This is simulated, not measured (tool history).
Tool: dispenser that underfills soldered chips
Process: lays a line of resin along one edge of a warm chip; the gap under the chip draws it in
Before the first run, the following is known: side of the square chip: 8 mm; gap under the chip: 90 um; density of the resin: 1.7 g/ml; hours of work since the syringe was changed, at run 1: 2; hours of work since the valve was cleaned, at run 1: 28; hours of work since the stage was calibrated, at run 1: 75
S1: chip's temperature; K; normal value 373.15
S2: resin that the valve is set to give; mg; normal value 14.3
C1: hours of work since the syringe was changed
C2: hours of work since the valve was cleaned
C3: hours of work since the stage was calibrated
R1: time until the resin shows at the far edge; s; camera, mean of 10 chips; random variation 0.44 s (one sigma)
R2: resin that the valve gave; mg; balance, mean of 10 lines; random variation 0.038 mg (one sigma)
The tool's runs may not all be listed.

| run | day | S1 | S2 | C1 | C2 | C3 | R1 | R2 |
|---|---|---|---|---|---|---|---|---|
| 1 | 0 | 373.15 | 14.3 | 2 | 28 | 75 | 36.5 | 13.96 |
|  | 0.246 | new syringe of resin |
| 2 | 0.496 | 373.15 | 15.8 | 4 | 37 | 83 | 39.7 | 15.23 |
|  | 0.625 | new syringe of resin |
| 3 | 0.921 | 373.15 | 15.8 | 5 | 44 | 90 | 40.1 | 15.21 |
|  | 1.021 | new syringe of resin |
|  | 1.312 | dispensing valve cleaned and set on the balance |
|  | 1.471 | new syringe of resin |
| 4 | 1.483 | 373.15 | 14.3 | 0 | 3 | 99 | 30.9 | 14.21 |
| 5 | 1.683 | 373.15 | 12.9 | 4 | 6 | 102 | 37.5 | 12.82 |
|  | 1.871 | new syringe of resin |
| 6 | 1.988 | 373.15 | 12.9 | 2 | 11 | 107 | 35 | 12.71 |
|  | 2.271 | new syringe of resin |
| 7 | 2.379 | 373.15 | 14.3 | 2 | 17 | 113 | 33.9 | 14.08 |
|  | 2.675 | new syringe of resin |
| 8 | 2.742 | 373.15 | 14.3 | 1 | 23 | 119 | 33.2 | 13.94 |
| 9 | 2.988 | 384.15 | 14.3 | 5 | 28 | 124 | 24.7 | 13.89 |
|  | 3.071 | new syringe of resin |
|  | 3.454 | new syringe of resin |
| 10 | 3.471 | 384.15 | 14.3 | 0 | 35 | 131 | 19 | 13.78 |
|  | 3.838 | new syringe of resin |
| 11 | 3.838 | 365.15 | 16.5 | 0 | 41 | 137 | 43.5 | 15.89 |
|  | 4.225 | new syringe of resin |
| 12 | 4.25 | 364.15 | 13 | 0 | 48 | 144 | 49.3 | 12.51 |
|  | 4.375 | dispensing valve cleaned and set on the balance |
|  | 4.679 | new syringe of resin |
| 13 | 4.717 | 374.15 | 17.1 | 1 | 6 | 151 | 30.3 | 17.05 |
|  | 5.058 | new syringe of resin |
| 14 | 5.146 | 380.15 | 14.3 | 1 | 13 | 158 | 24.6 | 14.16 |
|  | 5.446 | new syringe of resin |
| 15 | 5.608 | 367.15 | 12.5 | 3 | 20 | 166 | 48.3 | 12.29 |
|  | 5.838 | new syringe of resin |
| 16 | 5.912 | 373.15 | 18 | 1 | 25 | 171 | 32.2 | 17.67 |
|  | 6.242 | new syringe of resin |
| 17 | 6.329 | 373.15 | 18.6 | 1 | 32 | 178 | 31.6 | 18.09 |

Each row is a separate what-if for the run after 17, all from the same tool condition, not one after another. Results?
|  | 6.629 | new syringe of resin |
| A | 6.662 | 370.15 | 14.3 | 1 | 37 | 183 | ? | ? |
|  | 6.629 | new syringe of resin |
| B | 6.662 | 374.15 | 14.3 | 1 | 37 | 183 | ? | ? |
|  | 6.629 | new syringe of resin |
| C | 6.662 | 377.15 | 14.7 | 1 | 37 | 183 | ? | ? |

| run | R1 | R2 |
|---|---|---|
| A | 35.5 | 13.9 |
| B | 30 | 13.88 |
| C | 26.2 | 14.26 |
With the hidden condition removed and each run's random variation left untouched, the same runs would have given:
| run | R1 | R2 |
|---|---|---|
| A | 36.4 | 14.32 |
| B | 30.7 | 14.31 |
| C | 26.8 | 14.7 |
